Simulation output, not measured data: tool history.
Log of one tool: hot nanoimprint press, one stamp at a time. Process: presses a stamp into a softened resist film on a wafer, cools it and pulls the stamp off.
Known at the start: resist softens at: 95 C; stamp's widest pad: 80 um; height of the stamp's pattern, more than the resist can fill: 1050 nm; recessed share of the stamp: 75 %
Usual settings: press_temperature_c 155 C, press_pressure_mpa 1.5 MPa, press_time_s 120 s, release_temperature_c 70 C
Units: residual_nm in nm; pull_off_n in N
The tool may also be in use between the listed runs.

{"run": 1, "hour": 0.0, "press_temperature_c": 155, "press_pressure_mpa": 1.5, "press_time_s": 120, "release_temperature_c": 70, "residual_nm": 412.4, "pull_off_n": 216}
{"run": 2, "hour": 16.4, "press_temperature_c": 155, "press_pressure_mpa": 1.5, "press_time_s": 120, "release_temperature_c": 70, "residual_nm": 412.4, "pull_off_n": 217}
{"run": 3, "hour": 43.4, "press_temperature_c": 155, "press_pressure_mpa": 1.5, "press_time_s": 120, "release_temperature_c": 70, "residual_nm": 410.8, "pull_off_n": 214}
{"run": 4, "hour": 55.8, "press_temperature_c": 155, "press_pressure_mpa": 1.5, "press_time_s": 188, "release_temperature_c": 70, "residual_nm": 360.0, "pull_off_n": 211}
{"run": 5, "hour": 85.5, "press_temperature_c": 155, "press_pressure_mpa": 1.5, "press_time_s": 188, "release_temperature_c": 70, "residual_nm": 360.3, "pull_off_n": 220}
{"run": 6, "hour": 106.2, "press_temperature_c": 155, "press_pressure_mpa": 1.5, "press_time_s": 188, "release_temperature_c": 70, "residual_nm": 359.8, "pull_off_n": 222}
{"run": 7, "hour": 124.7, "press_temperature_c": 162, "press_pressure_mpa": 1.5, "press_time_s": 120, "release_temperature_c": 70, "residual_nm": 314.2, "pull_off_n": 224}
{"run": 8, "hour": 152.5, "press_temperature_c": 162, "press_pressure_mpa": 1.5, "press_time_s": 120, "release_temperature_c": 70, "residual_nm": 313.0, "pull_off_n": 229}
{"run": 9, "hour": 178.8, "press_temperature_c": 155, "press_pressure_mpa": 1.5, "press_time_s": 120, "release_temperature_c": 70, "residual_nm": 409.0, "pull_off_n": 223}
{"run": 10, "hour": 206.4, "press_temperature_c": 155, "press_pressure_mpa": 1.5, "press_time_s": 120, "release_temperature_c": 70, "residual_nm": 409.8, "pull_off_n": 226}
{"run": 11, "hour": 230.1, "press_temperature_c": 155, "press_pressure_mpa": 1.5, "press_time_s": 120, "release_temperature_c": 70, "residual_nm": 410.9, "pull_off_n": 236}
{"run": 12, "hour": 258.7, "press_temperature_c": 155, "press_pressure_mpa": 1.5, "press_time_s": 120, "release_temperature_c": 70, "residual_nm": 409.3, "pull_off_n": 247}
{"run": 13, "hour": 273.6, "press_temperature_c": 155, "press_pressure_mpa": 1.5, "press_time_s": 120, "release_temperature_c": 70, "residual_nm": 408.5, "pull_off_n": 234}
{"run": 14, "hour": 290.0, "press_temperature_c": 155, "press_pressure_mpa": 1.5, "press_time_s": 120, "release_temperature_c": 70, "residual_nm": 408.4, "pull_off_n": 236}
{"run": 15, "hour": 306.4, "press_temperature_c": 155, "press_pressure_mpa": 1.5, "press_time_s": 120, "release_temperature_c": 70, "residual_nm": 408.4, "pull_off_n": 241}

Forecast run 16:
{"run": 16, "hour": 325.2, "press_temperature_c": 155, "press_pressure_mpa": 1.5, "press_time_s": 120, "release_temperature_c": 70, "residual_nm": "?", "pull_off_n": "?"}

residual_nm: 409.0 nm
pull_off_n: 243 N
Without the tool's hidden state the same run would have given residual_nm 406.9 nm, pull_off_n 207 N.
